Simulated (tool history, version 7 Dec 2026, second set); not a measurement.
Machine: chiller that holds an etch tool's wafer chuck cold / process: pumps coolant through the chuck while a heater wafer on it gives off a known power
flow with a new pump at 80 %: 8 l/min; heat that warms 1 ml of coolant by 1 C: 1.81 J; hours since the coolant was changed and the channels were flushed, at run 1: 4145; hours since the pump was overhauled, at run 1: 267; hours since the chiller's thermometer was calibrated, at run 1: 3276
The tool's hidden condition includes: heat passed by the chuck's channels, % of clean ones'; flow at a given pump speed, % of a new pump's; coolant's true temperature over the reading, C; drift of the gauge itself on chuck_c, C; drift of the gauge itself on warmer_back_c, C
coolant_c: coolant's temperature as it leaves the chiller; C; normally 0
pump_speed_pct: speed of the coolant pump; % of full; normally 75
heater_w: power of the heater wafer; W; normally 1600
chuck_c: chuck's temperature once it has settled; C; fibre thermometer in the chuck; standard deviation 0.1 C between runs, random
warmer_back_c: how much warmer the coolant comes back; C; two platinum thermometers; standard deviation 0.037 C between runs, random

run,hour,coolant_c,pump_speed_pct,heater_w,hours since the coolant was changed and the channels were flushed,hours since the pump was overhauled,hours since the chiller's thermometer was calibrated,chuck_c,warmer_back_c
1,0.0,0,75,1600,4145,267,3276,12.5,7.20
2,28.5,0,75,1600,4173,296,3304,12.7,7.19
3,41.8,0,75,1600,4187,309,3318,12.6,7.19
4,68.4,0,75,1600,4213,335,3344,12.8,7.12
# hour 90.4: chiller's thermometer calibrated
5,95.6,0,75,1600,4240,362,5,13.2,7.19
6,122.3,0,75,1600,4266,388,32,13.3,7.13
7,137.4,0,75,1600,4281,403,47,13.3,7.18
8,156.2,0,75,1600,4300,422,66,13.4,7.19
9,185.3,0,84,1600,4329,451,95,12.1,6.41
10,204.6,0,77,1600,4349,471,114,12.9,6.98
11,235.9,0,77,1600,4380,502,146,13.0,6.98
12,254.1,2,75,1789,4398,520,164,17.1,7.97
13,269.1,2,75,1789,4413,535,179,17.0,8.05
14,294.3,3,71,1600,4438,560,204,17.1,7.59
15,321.5,3,71,1600,4465,588,231,17.2,7.66
16,345.3,3,75,1600,4489,611,255,16.3,7.26
17,375.8,3,75,1600,4520,642,285,16.5,7.17
18,405.7,9,73,1314,4550,672,315,20.2,6.11
19,435.4,-10,97,1600,4579,702,345,0.4,5.51

Branching from run 19: 3 alternative next runs. What would each branch give?
A,448.4,7,76,803,4592,714,358,?,?
B,448.4,-7,77,1377,4592,714,358,?,?
C,448.4,1,65,937,4592,714,358,?,?

run,chuck_c,warmer_back_c
A,13.6,3.56
B,4.2,6.04
C,10.1,4.89
With the hidden condition removed and each run's random variation left untouched, the same runs would have given:
run,chuck_c,warmer_back_c
A,13.2,3.51
B,3.4,5.96
C,9.5,4.82

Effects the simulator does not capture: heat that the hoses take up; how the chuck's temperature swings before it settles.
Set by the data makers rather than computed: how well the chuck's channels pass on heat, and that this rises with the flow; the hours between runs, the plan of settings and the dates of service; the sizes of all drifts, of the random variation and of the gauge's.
